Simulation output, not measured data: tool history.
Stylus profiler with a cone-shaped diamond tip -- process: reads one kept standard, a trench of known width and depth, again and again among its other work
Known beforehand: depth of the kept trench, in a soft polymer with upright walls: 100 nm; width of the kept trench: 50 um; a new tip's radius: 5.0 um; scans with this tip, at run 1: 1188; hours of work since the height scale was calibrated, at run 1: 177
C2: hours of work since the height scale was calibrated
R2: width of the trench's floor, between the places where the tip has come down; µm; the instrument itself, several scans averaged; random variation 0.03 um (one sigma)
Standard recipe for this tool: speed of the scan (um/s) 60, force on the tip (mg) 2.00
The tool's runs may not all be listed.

Run 1, hour 0.0: usual settings; scans with this tip 1188; C2 177. Result: depth of the trench (Å) 1007.2, R2 47.64 µm.
Run 2, hour 13.2: usual settings; scans with this tip 1253; C2 186. Result: depth of the trench (Å) 1005.5, R2 47.61 µm.
Run 3, hour 30.9: usual settings but speed of the scan (um/s) 110; scans with this tip 1340; C2 199. Result: depth of the trench (Å) 1005.4, R2 47.45 µm.
Run 4, hour 51.9: usual settings but speed of the scan (um/s) 110; scans with this tip 1444; C2 215. Result: depth of the trench (Å) 1005.7, R2 47.42 µm.
Run 5, hour 65.2: usual settings but speed of the scan (um/s) 110; scans with this tip 1510; C2 224. Result: depth of the trench (Å) 1006.3, R2 47.35 µm.
Run 6, hour 86.2: usual settings but speed of the scan (um/s) 216; scans with this tip 1613; C2 240. Result: depth of the trench (Å) 1005.0, R2 46.93 µm.
Run 7, hour 106.0: usual settings but speed of the scan (um/s) 216; scans with this tip 1711; C2 254. Result: depth of the trench (Å) 1005.3, R2 46.99 µm.
Run 8, hour 120.5: usual settings but force on the tip (mg) 0.75; scans with this tip 1783; C2 265. Result: depth of the trench (Å) 1001.9, R2 47.42 µm.
Run 9, hour 133.3: usual settings but force on the tip (mg) 0.75; scans with this tip 1846; C2 274. Result: depth of the trench (Å) 1000.9, R2 47.44 µm.
Run 10, hour 153.3: usual settings but force on the tip (mg) 0.75; scans with this tip 1945; C2 289. Result: depth of the trench (Å) 1004.8, R2 47.45 µm.
Run 11, hour 170.1: usual settings but force on the tip (mg) 2.03; scans with this tip 2028; C2 301. Result: depth of the trench (Å) 1006.8, R2 47.62 µm.
Run 12, hour 188.7: usual settings but speed of the scan (um/s) 28, force on the tip (mg) 3.40; scans with this tip 2120; C2 315. Result: depth of the trench (Å) 1009.4, R2 47.73 µm.
At hour 190.5: height scale calibrated on a step standard.
Run 13, hour 207.5: usual settings but speed of the scan (um/s) 169, force on the tip (mg) 0.93; scans with this tip 2210; C2 12. Result: depth of the trench (Å) 1003.2, R2 46.80 µm.
Run 14, hour 221.1: usual settings but speed of the scan (um/s) 87, force on the tip (mg) 4.78; scans with this tip 2278; C2 22. Result: depth of the trench (Å) 1012.9, R2 47.57 µm.
Run 15, hour 231.7: usual settings but speed of the scan (um/s) 87, force on the tip (mg) 4.78; scans with this tip 2330; C2 30. Result: depth of the trench (Å) 1012.5, R2 47.56 µm.
Run 16, hour 250.3: usual settings but speed of the scan (um/s) 22, force on the tip (mg) 3.13; scans with this tip 2422; C2 44. Result: depth of the trench (Å) 1008.4, R2 47.70 µm.
Run 17, hour 271.6: usual settings but speed of the scan (um/s) 112, force on the tip (mg) 1.20; scans with this tip 2527; C2 60. Result: depth of the trench (Å) 1005.8, R2 47.25 µm.
At hour 275.9: height scale calibrated on a step standard, once more.
Run 18, hour 288.5: usual settings but speed of the scan (um/s) 18, force on the tip (mg) 0.95; scans with this tip 2608; C2 9. Result: depth of the trench (Å) 1005.2, R2 47.62 µm.

Predict each of these 3 candidate next runs independently; none follows another, all start after run 18:
Run A, hour 308.6: usual settings but speed of the scan (um/s) 146, force on the tip (mg) 1.18; scans with this tip 2707; C2 24. Result: depth of the trench (Å) ?, R2 ?.
Run B, hour 308.6: usual settings but force on the tip (mg) 3.50; scans with this tip 2707; C2 24. Result: depth of the trench (Å) ?, R2 ?.
Run C, hour 308.6: usual settings but speed of the scan (um/s) 24, force on the tip (mg) 3.95; scans with this tip 2707; C2 24. Result: depth of the trench (Å) ?, R2 ?.

run  depth of the trench (Å)     R2
  A                   1003.7  46.99
  B                   1011.4  47.58
  C                   1011.2  47.71
Take away the tool's hidden state, keep each run's random variation, and the runs would have read:
run  depth of the trench (Å)     R2
  A                   1004.3  47.23
  B                   1011.9  47.83
  C                   1011.8  47.95
